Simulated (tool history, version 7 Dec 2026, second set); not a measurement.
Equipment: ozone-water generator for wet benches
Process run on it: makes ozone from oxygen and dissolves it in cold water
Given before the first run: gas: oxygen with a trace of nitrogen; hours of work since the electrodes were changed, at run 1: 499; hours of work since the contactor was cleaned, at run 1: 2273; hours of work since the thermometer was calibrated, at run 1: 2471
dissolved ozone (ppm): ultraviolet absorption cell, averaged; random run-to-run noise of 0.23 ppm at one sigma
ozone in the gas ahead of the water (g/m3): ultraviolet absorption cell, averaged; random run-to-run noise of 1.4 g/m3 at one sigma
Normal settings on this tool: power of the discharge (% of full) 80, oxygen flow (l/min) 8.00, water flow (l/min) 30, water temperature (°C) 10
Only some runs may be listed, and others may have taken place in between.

| run | hour | power of the discharge (% of full) | oxygen flow (l/min) | water flow (l/min) | water temperature (°C) | hours of work since the electrodes were changed | hours of work since the contactor was cleaned | hours of work since the thermometer was calibrated | dissolved ozone (ppm) | ozone in the gas ahead of the water (g/m3) |
|---|---|---|---|---|---|---|---|---|---|---|
| 1 | 0.0 | 80 | 8.00 | 30 | 10 | 499 | 2273 | 2471 | 30.5 | 242.9 |
| 2 | 182.3 | 80 | 8.00 | 30 | 10 | 628 | 2402 | 2599 | 30.2 | 242.9 |
| 3 | 301.5 | 80 | 8.00 | 30 | 10 | 712 | 2486 | 2683 | 30.0 | 239.5 |
| 4 | 486.8 | 80 | 8.00 | 30 | 10 | 842 | 2616 | 2813 | 29.4 | 239.4 |
| 5 | 587.9 | 80 | 8.00 | 30 | 10 | 913 | 2687 | 2885 | 29.5 | 236.2 |
| 6 | 741.8 | 80 | 8.00 | 30 | 10 | 1022 | 2796 | 2993 | 28.9 | 236.1 |
| 7 | 920.7 | 80 | 8.00 | 30 | 5 | 1148 | 2922 | 3119 | 30.8 | 236.2 |
| 8 | 1097.5 | 80 | 8.00 | 30 | 5 | 1272 | 3046 | 3244 | 30.2 | 230.9 |
|  | 1159.5 | water thermometer calibrated |
| 9 | 1174.5 | 80 | 8.00 | 30 | 14 | 1326 | 3100 | 11 | 27.0 | 228.7 |
| 10 | 1259.1 | 80 | 8.00 | 30 | 14 | 1386 | 3160 | 70 | 26.6 | 226.4 |
| 11 | 1422.5 | 70 | 8.00 | 30 | 16 | 1501 | 3275 | 185 | 23.5 | 209.4 |
| 12 | 1506.3 | 70 | 10.52 | 30 | 9 | 1560 | 3334 | 244 | 25.3 | 171.8 |
| 13 | 1629.5 | 80 | 8.00 | 36 | 10 | 1647 | 3421 | 331 | 23.8 | 227.1 |
|  | 1729.1 | contactor cleaned |
| 14 | 1763.2 | 89 | 8.00 | 30 | 10 | 1738 | 24 | 422 | 32.0 | 238.3 |
| 15 | 1925.7 | 75 | 11.23 | 28 | 8 | 1852 | 139 | 537 | 29.3 | 168.8 |
| 16 | 2040.2 | 83 | 8.00 | 46 | 11 | 1933 | 219 | 618 | 21.2 | 226.0 |
| 17 | 2165.1 | 80 | 8.00 | 29 | 10 | 2021 | 307 | 706 | 29.8 | 219.9 |

Branching from run 17: 3 alternative next runs. What would each branch give?
| A | 2336.0 | 57 | 8.00 | 29 | 10 | 2141 | 428 | 826 | ? | ? |
| B | 2336.0 | 80 | 8.00 | 30 | 7 | 2141 | 428 | 826 | ? | ? |
| C | 2336.0 | 80 | 14.37 | 30 | 10 | 2141 | 428 | 826 | ? | ? |

| run | dissolved ozone (ppm) | ozone in the gas ahead of the water (g/m3) |
|---|---|---|
| A | 23.7 | 175.1 |
| B | 30.4 | 215.2 |
| C | 26.7 | 146.6 |
What these runs would have given with no unlogged condition in the tool:
| run | dissolved ozone (ppm) | ozone in the gas ahead of the water (g/m3) |
|---|---|---|
| A | 26.9 | 196.8 |
| B | 35.6 | 249.5 |
| C | 31.2 | 169.9 |

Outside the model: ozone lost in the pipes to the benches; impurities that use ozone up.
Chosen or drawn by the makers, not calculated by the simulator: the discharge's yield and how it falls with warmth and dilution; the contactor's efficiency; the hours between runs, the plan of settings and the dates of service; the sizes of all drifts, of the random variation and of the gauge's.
